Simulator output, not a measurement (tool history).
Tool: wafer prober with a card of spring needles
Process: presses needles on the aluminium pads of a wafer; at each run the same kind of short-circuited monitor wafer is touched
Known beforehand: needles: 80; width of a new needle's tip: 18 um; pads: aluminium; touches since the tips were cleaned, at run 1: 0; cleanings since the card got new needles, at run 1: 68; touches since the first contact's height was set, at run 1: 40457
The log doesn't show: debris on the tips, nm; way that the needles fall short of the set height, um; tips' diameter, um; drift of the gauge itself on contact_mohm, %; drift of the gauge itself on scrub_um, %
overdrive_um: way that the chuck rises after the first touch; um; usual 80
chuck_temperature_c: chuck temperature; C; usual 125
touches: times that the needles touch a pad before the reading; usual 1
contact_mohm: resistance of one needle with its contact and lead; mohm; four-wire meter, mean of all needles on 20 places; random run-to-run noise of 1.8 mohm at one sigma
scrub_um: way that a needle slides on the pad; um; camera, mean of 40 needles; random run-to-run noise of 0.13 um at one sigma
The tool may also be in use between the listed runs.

run	day	overdrive_um	chuck_temperature_c	touches	touches since the tips were cleaned	cleanings since the card got new needles	touches since the first contact's height was set	contact_mohm	scrub_um
1	0.000	80	125	1	0	68	40457	184	18.84
# day 0.279: tips cleaned on abrasive film
# day 0.546: tips cleaned on abrasive film
2	0.621	80	125	1	1018	70	48865	188	18.42
# day 0.796: tips cleaned on abrasive film
# day 1.075: tips cleaned on abrasive film
# day 1.362: tips cleaned on abrasive film
# day 1.633: tips cleaned on abrasive film
3	1.633	80	125	1	0	74	62595	185	18.35
# day 1.925: tips cleaned on abrasive film
4	2.150	80	125	1	3131	75	69666	196	18.22
# day 2.212: tips cleaned on abrasive film
# day 2.492: tips cleaned on abrasive film
# day 2.767: tips cleaned on abrasive film
# day 3.050: tips cleaned on abrasive film
5	3.050	80	125	1	0	79	81812	182	18.58
# day 3.325: tips cleaned on abrasive film
# day 3.608: tips cleaned on abrasive film
# day 3.892: tips cleaned on abrasive film
6	3.904	80	125	1	150	82	93383	187	18.29
# day 4.138: tips cleaned on abrasive film
# day 4.412: tips cleaned on abrasive film
# day 4.646: tips cleaned on abrasive film
7	4.833	80	125	1	2599	85	106009	197	18.14
# day 4.892: tips cleaned on abrasive film
# day 5.125: tips cleaned on abrasive film
8	5.308	80	125	1	2540	87	112460	194	18.27
# day 5.371: tips cleaned on abrasive film
# day 5.658: tips cleaned on abrasive film
# day 5.929: tips cleaned on abrasive film
9	6.075	80	125	1	1999	90	122828	197	18.14
# day 6.196: tips cleaned on abrasive film
# day 6.429: tips cleaned on abrasive film
10	6.504	80	125	1	1017	92	128581	191	17.93
# day 6.662: tips cleaned on abrasive film
# day 6.950: tips cleaned on abrasive film
# day 7.217: tips cleaned on abrasive film
# day 7.479: tips cleaned on abrasive film
11	7.479	80	125	1	0	96	141812	183	17.91
# day 7.533: height of the first contact set anew
# day 7.767: tips cleaned on abrasive film
12	7.929	80	54	1	2245	97	5387	183	17.80
# day 8.033: tips cleaned on abrasive film
# day 8.304: tips cleaned on abrasive film
13	8.433	80	54	1	1765	99	12185	182	17.85
# day 8.550: tips cleaned on abrasive film
# day 8.842: tips cleaned on abrasive film
# day 9.075: tips cleaned on abrasive film
14	9.133	85	81	1	846	102	21691	180	18.55
# day 9.362: tips cleaned on abrasive film
# day 9.650: tips cleaned on abrasive film
# day 9.833: height of the first contact set anew, once more
# day 9.954: tips cleaned on abrasive film
15	10.062	85	81	1	1517	105	3095	180	20.07
# day 10.221: tips cleaned on abrasive film
# day 10.475: tips cleaned on abrasive film
# day 10.758: tips cleaned on abrasive film
16	10.900	85	81	1	1959	108	14427	181	19.61
# day 11.017: tips cleaned on abrasive film
# day 11.296: tips cleaned on abrasive film
# day 11.579: tips cleaned on abrasive film
17	11.646	93	51	2	873	111	24511	172	21.49
# day 11.821: tips cleaned on abrasive film
# day 12.096: tips cleaned on abrasive film
18	12.096	62	122	2	0	113	30616	191	14.35
# day 12.375: tips cleaned on abrasive film
# day 12.654: tips cleaned on abrasive film
19	12.654	62	44	1	0	115	38170	173	14.11
# day 12.888: tips cleaned on abrasive film
# day 13.171: tips cleaned on abrasive film
# day 13.454: tips cleaned on abrasive film
20	13.517	62	44	1	884	118	49884	187	14.28
# day 13.688: tips cleaned on abrasive film
# day 13.975: tips cleaned on abrasive film
21	13.975	62	44	1	0	120	56070	174	14.30
# day 14.225: tips cleaned on abrasive film
# day 14.479: tips cleaned on abrasive film
22	14.679	99	62	1	2792	122	65671	179	23.00
# day 14.742: tips cleaned on abrasive film
# day 14.996: tips cleaned on abrasive film
23	15.096	80	60	1	1364	124	71277	178	18.23

For each entry between runs, how does the tool's hidden state at the last listed run before it compare with that at the first listed run after it?
In the gap between runs 1 and 2: tips cleaned on abrasive film (day 0.279); tips cleaned on abrasive film (day 0.546)
  debris on the tips, nm: 4.1 -> 36.2; way that the needles fall short of the set height, um: 1.04 -> 1.21; tips' diameter, um: 20.21 -> 20.27
  what was measured, less what the result would be without the hidden state, contact_mohm: +3 -> +8 mohm; scrub_um: -0.25 -> -0.28 um
In the gap between runs 2 and 3: tips cleaned on abrasive film (day 0.796); tips cleaned on abrasive film (day 1.075); tips cleaned on abrasive film (day 1.362); tips cleaned on abrasive film (day 1.633)
  debris on the tips, nm: 36.2 -> 8.4; way that the needles fall short of the set height, um: 1.21 -> 1.57; tips' diameter, um: 20.27 -> 20.39
  what was measured, less what the result would be without the hidden state, contact_mohm: +8 -> +3 mohm; scrub_um: -0.28 -> -0.37 um
In the gap between runs 3 and 4: tips cleaned on abrasive film (day 1.925)
  debris on the tips, nm: 8.4 -> 71.2; way that the needles fall short of the set height, um: 1.57 -> 1.66; tips' diameter, um: 20.39 -> 20.42
  what was measured, less what the result would be without the hidden state, contact_mohm: +3 -> +14 mohm; scrub_um: -0.37 -> -0.39 um
In the gap between runs 4 and 5: tips cleaned on abrasive film (day 2.212); tips cleaned on abrasive film (day 2.492); tips cleaned on abrasive film (day 2.767); tips cleaned on abrasive film (day 3.050)
  debris on the tips, nm: 71.2 -> 5.6; way that the needles fall short of the set height, um: 1.66 -> 2.07; tips' diameter, um: 20.42 -> 20.56
  what was measured, less what the result would be without the hidden state, contact_mohm: +14 -> +3 mohm; scrub_um: -0.39 -> -0.49 um
In the gap between runs 5 and 6: tips cleaned on abrasive film (day 3.325); tips cleaned on abrasive film (day 3.608); tips cleaned on abrasive film (day 3.892)
  debris on the tips, nm: 5.6 -> 9.6; way that the needles fall short of the set height, um: 2.07 -> 2.31; tips' diameter, um: 20.56 -> 20.65
  what was measured, less what the result would be without the hidden state, contact_mohm: +3 -> +4 mohm; scrub_um: -0.49 -> -0.55 um
In the gap between runs 6 and 7: tips cleaned on abrasive film (day 4.138); tips cleaned on abrasive film (day 4.412); tips cleaned on abrasive film (day 4.646)
  debris on the tips, nm: 9.6 -> 62.7; way that the needles fall short of the set height, um: 2.31 -> 2.61; tips' diameter, um: 20.65 -> 20.75
  what was measured, less what the result would be without the hidden state, contact_mohm: +4 -> +13 mohm; scrub_um: -0.55 -> -0.61 um
In the gap between runs 7 and 8: tips cleaned on abrasive film (day 4.892); tips cleaned on abrasive film (day 5.125)
  debris on the tips, nm: 62.7 -> 61.1; way that the needles fall short of the set height, um: 2.61 -> 2.81; tips' diameter, um: 20.75 -> 20.83
  what was measured, less what the result would be without the hidden state, contact_mohm: +13 -> +14 mohm; scrub_um: -0.61 -> -0.67 um
In the gap between runs 8 and 9: tips cleaned on abrasive film (day 5.371); tips cleaned on abrasive film (day 5.658); tips cleaned on abrasive film (day 5.929)
  debris on the tips, nm: 61.1 -> 53.4; way that the needles fall short of the set height, um: 2.81 -> 3.07; tips' diameter, um: 20.83 -> 20.91
  what was measured, less what the result would be without the hidden state, contact_mohm: +14 -> +13 mohm; scrub_um: -0.67 -> -0.73 um
In the gap between runs 9 and 10: tips cleaned on abrasive film (day 6.196); tips cleaned on abrasive film (day 6.429)
  debris on the tips, nm: 53.4 -> 36.3; way that the needles fall short of the set height, um: 3.07 -> 3.29; tips' diameter, um: 20.91 -> 20.99
  what was measured, less what the result would be without the hidden state, contact_mohm: +13 -> +9 mohm; scrub_um: -0.73 -> -0.76 um
In the gap between runs 10 and 11: tips cleaned on abrasive film (day 6.662); tips cleaned on abrasive film (day 6.950); tips cleaned on abrasive film (day 7.217); tips cleaned on abrasive film (day 7.479)
  debris on the tips, nm: 36.3 -> 8.4; way that the needles fall short of the set height, um: 3.29 -> 3.62; tips' diameter, um: 20.99 -> 21.11
  what was measured, less what the result would be without the hidden state, contact_mohm: +9 -> +4 mohm; scrub_um: -0.76 -> -0.85 um
In the gap between runs 11 and 12: height of the first contact set anew (day 7.533); tips cleaned on abrasive film (day 7.767)
  debris on the tips, nm: 8.4 -> 59.3; way that the needles fall short of the set height, um: 3.62 -> 4.52; tips' diameter, um: 21.11 -> 21.15
  what was measured, less what the result would be without the hidden state, contact_mohm: +4 -> +15 mohm; scrub_um: -0.85 -> -1.06 um
In the gap between runs 12 and 13: tips cleaned on abrasive film (day 8.033); tips cleaned on abrasive film (day 8.304)
  debris on the tips, nm: 59.3 -> 49.1; way that the needles fall short of the set height, um: 4.52 -> 4.67; tips' diameter, um: 21.15 -> 21.2
  what was measured, less what the result would be without the hidden state, contact_mohm: +15 -> +13 mohm; scrub_um: -1.06 -> -1.11 um
In the gap between runs 13 and 14: tips cleaned on abrasive film (day 8.550); tips cleaned on abrasive film (day 8.842); tips cleaned on abrasive film (day 9.075)
  debris on the tips, nm: 49.1 -> 30.8; way that the needles fall short of the set height, um: 4.67 -> 4.97; tips' diameter, um: 21.2 -> 21.3
  what was measured, less what the result would be without the hidden state, contact_mohm: +13 -> +9 mohm; scrub_um: -1.11 -> -1.16 um
In the gap between runs 14 and 15: tips cleaned on abrasive film (day 9.362); tips cleaned on abrasive film (day 9.650); height of the first contact set anew, once more (day 9.833); tips cleaned on abrasive film (day 9.954)
  debris on the tips, nm: 30.8 -> 46.5; way that the needles fall short of the set height, um: 4.97 -> 0.08; tips' diameter, um: 21.3 -> 21.4
  what was measured, less what the result would be without the hidden state, contact_mohm: +9 -> +10 mohm; scrub_um: -1.16 -> -0.02 um
In the gap between runs 15 and 16: tips cleaned on abrasive film (day 10.221); tips cleaned on abrasive film (day 10.475); tips cleaned on abrasive film (day 10.758)
  debris on the tips, nm: 46.5 -> 52.4; way that the needles fall short of the set height, um: 0.08 -> 0.33; tips' diameter, um: 21.4 -> 21.48
  what was measured, less what the result would be without the hidden state, contact_mohm: +10 -> +11 mohm; scrub_um: -0.02 -> -0.08 um
In the gap between runs 16 and 17: tips cleaned on abrasive film (day 11.017); tips cleaned on abrasive film (day 11.296); tips cleaned on abrasive film (day 11.579)
  debris on the tips, nm: 52.4 -> 27.7; way that the needles fall short of the set height, um: 0.33 -> 0.62; tips' diameter, um: 21.48 -> 21.58
  what was measured, less what the result would be without the hidden state, contact_mohm: +11 -> +5 mohm; scrub_um: -0.08 -> -0.15 um
In the gap between runs 17 and 18: tips cleaned on abrasive film (day 11.821); tips cleaned on abrasive film (day 12.096)
  debris on the tips, nm: 27.7 -> 9.4; way that the needles fall short of the set height, um: 0.62 -> 0.8; tips' diameter, um: 21.58 -> 21.65
  what was measured, less what the result would be without the hidden state, contact_mohm: +5 -> +5 mohm; scrub_um: -0.15 -> -0.19 um
In the gap between runs 18 and 19: tips cleaned on abrasive film (day 12.375); tips cleaned on abrasive film (day 12.654)
  debris on the tips, nm: 9.4 -> 3.5; way that the needles fall short of the set height, um: 0.8 -> 0.97; tips' diameter, um: 21.65 -> 21.71
  what was measured, less what the result would be without the hidden state, contact_mohm: +5 -> +4 mohm; scrub_um: -0.19 -> -0.23 um
In the gap between runs 19 and 20: tips cleaned on abrasive film (day 12.888); tips cleaned on abrasive film (day 13.171); tips cleaned on abrasive film (day 13.454)
  debris on the tips, nm: 3.5 -> 31.3; way that the needles fall short of the set height, um: 0.97 -> 1.21; tips' diameter, um: 21.71 -> 21.79
  what was measured, less what the result would be without the hidden state, contact_mohm: +4 -> +14 mohm; scrub_um: -0.23 -> -0.29 um
In the gap between runs 20 and 21: tips cleaned on abrasive film (day 13.688); tips cleaned on abrasive film (day 13.975)
  debris on the tips, nm: 31.3 -> 4.2; way that the needles fall short of the set height, um: 1.21 -> 1.4; tips' diameter, um: 21.79 -> 21.86
  what was measured, less what the result would be without the hidden state, contact_mohm: +14 -> +5 mohm; scrub_um: -0.29 -> -0.33 um
In the gap between runs 21 and 22: tips cleaned on abrasive film (day 14.225); tips cleaned on abrasive film (day 14.479)
  debris on the tips, nm: 4.2 -> 63.7; way that the needles fall short of the set height, um: 1.4 -> 1.61; tips' diameter, um: 21.86 -> 21.93
  what was measured, less what the result would be without the hidden state, contact_mohm: +5 -> +11 mohm; scrub_um: -0.33 -> -0.38 um
In the gap between runs 22 and 23: tips cleaned on abrasive film (day 14.742); tips cleaned on abrasive film (day 14.996)
  debris on the tips, nm: 63.7 -> 43.2; way that the needles fall short of the set height, um: 1.61 -> 1.81; tips' diameter, um: 21.93 -> 22
  what was measured, less what the result would be without the hidden state, contact_mohm: +11 -> +11 mohm; scrub_um: -0.38 -> -0.42 um
